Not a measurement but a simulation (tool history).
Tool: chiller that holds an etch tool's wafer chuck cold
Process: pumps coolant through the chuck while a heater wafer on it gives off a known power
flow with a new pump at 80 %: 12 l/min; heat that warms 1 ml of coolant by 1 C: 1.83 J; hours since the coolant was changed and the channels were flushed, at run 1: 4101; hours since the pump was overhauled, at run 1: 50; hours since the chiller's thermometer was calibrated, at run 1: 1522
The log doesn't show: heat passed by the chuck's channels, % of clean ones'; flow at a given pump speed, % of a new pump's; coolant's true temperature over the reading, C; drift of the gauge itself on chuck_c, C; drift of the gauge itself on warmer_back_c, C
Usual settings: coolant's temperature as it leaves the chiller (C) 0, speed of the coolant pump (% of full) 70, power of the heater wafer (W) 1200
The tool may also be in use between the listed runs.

run    hour  coolant's temperature as it leaves the chiller (C)  speed of the coolant pump (% of full)  power of the heater wafer (W)  hours since the coolant was changed and the channels were flushed  hours since the pump was overhauled  hours since the chiller's thermometer was calibrated  chuck's temperature once it has settled (C)  how much warmer the coolant comes back (C)
  1       0                                                   0                                     70                           1200                                                               4101                                   50                                                  1522                                           14                                         3.8
  2   148.6                                                   0                                     70                            662                                                               4250                                  199                                                  1671                                            8                                        2.13
  3   248.3                                                   0                                     70                            662                                                               4349                                  299                                                  1770                                          7.9                                        2.13
  4   332.4                                                   0                                     70                           1200                                                               4433                                  383                                                  1854                                         14.5                                        3.86
  5   448.9                                                   0                                     70                           1200                                                               4550                                  499                                                  1971                                         14.4                                        3.83
  6   560.7                                                   0                                     70                           1200                                                               4662                                  611                                                  2083                                         14.5                                        3.89
  7   627.8                                                  -5                                     70                           1200                                                               4729                                  678                                                  2150                                          9.7                                         3.8
  8   759.9                                                  -5                                     70                           1200                                                               4861                                  810                                                  2282                                          9.6                                        3.82
  9   850.7                                                   0                                     70                           1200                                                               4952                                  901                                                  2373                                         14.8                                        3.82
 10   958.1                                                   0                                     70                           1200                                                               5059                                 1008                                                  2480                                         14.9                                        3.82
 11  1068.5                                                   0                                     70                           1200                                                               5170                                 1119                                                  2591                                         14.8                                        3.85
 12  1199.7                                                   0                                     75                           1200                                                               5301                                 1250                                                  2722                                         14.4                                         3.6
 13  1280.2                                                   0                                     75                           1200                                                               5381                                 1330                                                  2802                                         14.3                                        3.66
 14  1430.1                                                   3                                     70                           1200                                                               5531                                 1480                                                  2952                                         18.2                                        3.93
 15  1493.5                                                  -2                                     70                           1200                                                               5594                                 1544                                                  3015                                         13.2                                        3.96
 16  1604.4                                                  -2                                     70                           1200                                                               5705                                 1655                                                  3126                                         13.2                                        3.93
 17  1677.1                                                  -8                                     70                           1683                                                               5778                                 1727                                                  3199                                         13.7                                         5.5
 18  1750.7                                                   0                                     90                           1683                                                               5852                                 1801                                                  3273                                         18.6                                        4.26
 19  1831.3                                                   9                                     63                            689                                                               5932                                 1882                                                  3353                                         18.2                                        2.52
 20  1950.1                                                 -10                                     63                           1029                                                               6051                                 2000                                                  3472                                            4                                        3.78
 21  2100.2                                                  -2                                     94                           1200                                                               6201                                 2150                                                  3622                                         11.1                                        2.97
 22  2227.7                                                  -1                                     94                           1305                                                               6329                                 2278                                                  3750                                         13.3                                        3.18
 23  2353.1                                                   3                                     95                            944                                                               6454                                 2403                                                  3875                                         13.3                                        2.26
 24  2468.9                                                   3                                     95                            944                                                               6570                                 2519                                                  3991                                         13.2                                        2.28
     2504.2  -- coolant changed, channels flushed
 25  2616.2                                                   1                                     62                            704                                                                112                                 2660                                                  4132                                          9.2                                         2.7
 26  2694.9                                                   0                                     91                           1200                                                                191                                 2739                                                  4211                                           11                                        3.07
 27  2773.8                                                  -1                                     91                           1596                                                                270                                 2818                                                  4290                                         13.9                                        4.05
 28  2859.8                                                   0                                     89                           1200                                                                356                                 2904                                                  4376                                         11.3                                        3.18
 29  3003.1                                                   7                                     89                           1433                                                                499                                 3047                                                  4519                                         20.7                                        3.73
     3053.5  -- chiller's thermometer calibrated
 30  3107.5                                                   5                                     63                           1096                                                                602                                 3151                                                    54                                         18.3                                        4.08
 31    3187                                                   3                                     70                            867                                                                682                                 3230                                                   133                                         12.7                                        2.91

Forecast each of these 3 alternatives for the next run:
  A  3281.6                                                  -8                                     77                            674                                                                776                                 3325                                                   228                                            ?                                           ?
  B  3281.6                                                   1                                     69                           1649                                                                776                                 3325                                                   228                                            ?                                           ?
  C  3281.6                                                   3                                     96                            867                                                                776                                 3325                                                   228                                            ?                                           ?

run  chuck's temperature once it has settled (C)  how much warmer the coolant comes back (C)
  A                                         -0.8                                        2.07
  B                                         19.6                                        5.68
  C                                         11.1                                        2.11
Without the tool's hidden state the same runs would have given:
run  chuck's temperature once it has settled (C)  how much warmer the coolant comes back (C)
  A                                         -1.3                                        1.92
  B                                         18.3                                        5.26
  C                                         10.5                                        1.95
